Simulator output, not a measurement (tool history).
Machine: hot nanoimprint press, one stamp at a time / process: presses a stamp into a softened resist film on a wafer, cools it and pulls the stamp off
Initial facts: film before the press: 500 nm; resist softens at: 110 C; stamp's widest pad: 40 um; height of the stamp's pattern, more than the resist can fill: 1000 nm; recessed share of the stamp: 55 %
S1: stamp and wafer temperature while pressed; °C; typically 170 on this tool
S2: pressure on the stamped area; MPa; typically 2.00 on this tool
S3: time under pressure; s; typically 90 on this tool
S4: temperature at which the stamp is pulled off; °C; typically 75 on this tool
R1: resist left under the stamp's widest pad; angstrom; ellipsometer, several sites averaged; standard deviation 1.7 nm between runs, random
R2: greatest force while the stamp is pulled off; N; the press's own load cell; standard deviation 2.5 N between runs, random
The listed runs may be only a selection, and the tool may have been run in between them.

Run 1, hour 0.0: usual settings. Result: R1 2864 angstrom, R2 159 N.
Run 2, hour 78.2: usual settings. Result: R1 2815 angstrom, R2 156 N.
At hour 100.4: stamp cleaned and given a new release coat.
Run 3, hour 121.9: usual settings. Result: R1 2821 angstrom, R2 140 N.
Run 4, hour 164.4: usual settings but S1 181 °C. Result: R1 1875 angstrom, R2 144 N.
Run 5, hour 218.2: usual settings but S1 181 °C. Result: R1 1831 angstrom, R2 143 N.
Run 6, hour 284.2: usual settings but S1 181 °C. Result: R1 1843 angstrom, R2 144 N.
Run 7, hour 318.4: usual settings but S1 181 °C. Result: R1 1833 angstrom, R2 148 N.
Run 8, hour 368.5: usual settings but S1 179 °C. Result: R1 1978 angstrom, R2 145 N.
Run 9, hour 423.0: usual settings but S1 179 °C. Result: R1 1961 angstrom, R2 145 N.
Run 10, hour 463.6: usual settings but S1 179 °C. Result: R1 1957 angstrom, R2 148 N.
At hour 523.5: plate thermocouple calibrated.
Run 11, hour 525.8: usual settings. Result: R1 2676 angstrom, R2 147 N.
Run 12, hour 587.0: usual settings but S1 179 °C. Result: R1 1888 angstrom, R2 141 N.
Run 13, hour 663.0: usual settings but S1 179 °C. Result: R1 1885 angstrom, R2 148 N.
Run 14, hour 724.6: usual settings but S1 179 °C. Result: R1 1908 angstrom, R2 147 N.
Run 15, hour 782.8: usual settings but S1 179 °C. Result: R1 1886 angstrom, R2 153 N.
Run 16, hour 817.4: usual settings but S1 179 °C, S3 112 s, S4 81 °C. Result: R1 1719 angstrom, R2 131 N.
Run 17, hour 852.6: usual settings but S4 60 °C. Result: R1 2635 angstrom, R2 208 N.
At hour 865.3: stamp cleaned and given a new release coat.
Run 18, hour 921.2: usual settings but S2 1.52 MPa, S3 155 s, S4 62 °C. Result: R1 2448 angstrom, R2 180 N.
At hour 962.4: plate thermocouple calibrated, once more.
Run 19, hour 984.2: usual settings but S1 160 °C, S4 83 °C. Result: R1 3977 angstrom, R2 122 N.
Run 20, hour 1020.4: usual settings but S1 172 °C, S4 83 °C. Result: R1 2730 angstrom, R2 121 N.
Run 21, hour 1066.1: usual settings but S1 172 °C, S4 83 °C. Result: R1 2733 angstrom, R2 121 N.
Run 22, hour 1106.6: usual settings but S1 172 °C, S4 83 °C. Result: R1 2708 angstrom, R2 123 N.
Run 23, hour 1178.1: usual settings but S1 158 °C. Result: R1 4143 angstrom, R2 154 N.
At hour 1199.6: press's hydraulic seals changed and the load cell set to zero.
Run 24, hour 1229.0: usual settings but S2 1.97 MPa, S3 146 s. Result: R1 2427 angstrom, R2 147 N.
Run 25, hour 1262.6: usual settings but S2 2.38 MPa. Result: R1 2651 angstrom, R2 147 N.
Run 26, hour 1301.9: usual settings but S2 2.38 MPa. Result: R1 2629 angstrom, R2 152 N.
Run 27, hour 1354.1: usual settings but S1 166 °C, S2 2.73 MPa. Result: R1 2890 angstrom, R2 153 N.
Run 28, hour 1424.1: usual settings but S1 172 °C. Result: R1 2601 angstrom, R2 154 N.
Run 29, hour 1496.0: usual settings but S1 172 °C. Result: R1 2601 angstrom, R2 158 N.

Forecast each of these 5 alternatives for the next run:
At hour 1538.9: plate thermocouple calibrated.
Run A, hour 1563.2: usual settings but S1 172 °C, S2 1.64 MPa, S4 65 °C. Result: R1 ?, R2 ?.
At hour 1538.9: plate thermocouple calibrated.
Run B, hour 1563.2: usual settings but S1 172 °C, S3 135 s, S4 74 °C. Result: R1 ?, R2 ?.
At hour 1538.9: plate thermocouple calibrated.
Run C, hour 1563.2: usual settings but S1 165 °C, S3 69 s. Result: R1 ?, R2 ?.
At hour 1538.9: plate thermocouple calibrated.
Run D, hour 1563.2: usual settings but S1 172 °C, S2 1.62 MPa. Result: R1 ?, R2 ?.
At hour 1538.9: plate thermocouple calibrated.
Run E, hour 1563.2: usual settings but S1 172 °C, S3 50 s, S4 70 °C. Result: R1 ?, R2 ?.

run    R1   R2
  A  2921  203
  B  2343  163
  C  3646  160
  D  2915  164
  E  3239  177
Without the tool's unlogged condition, the same runs would have read:
run    R1   R2
  A  2902  180
  B  2322  144
  C  3625  142
  D  2896  145
  E  3217  157

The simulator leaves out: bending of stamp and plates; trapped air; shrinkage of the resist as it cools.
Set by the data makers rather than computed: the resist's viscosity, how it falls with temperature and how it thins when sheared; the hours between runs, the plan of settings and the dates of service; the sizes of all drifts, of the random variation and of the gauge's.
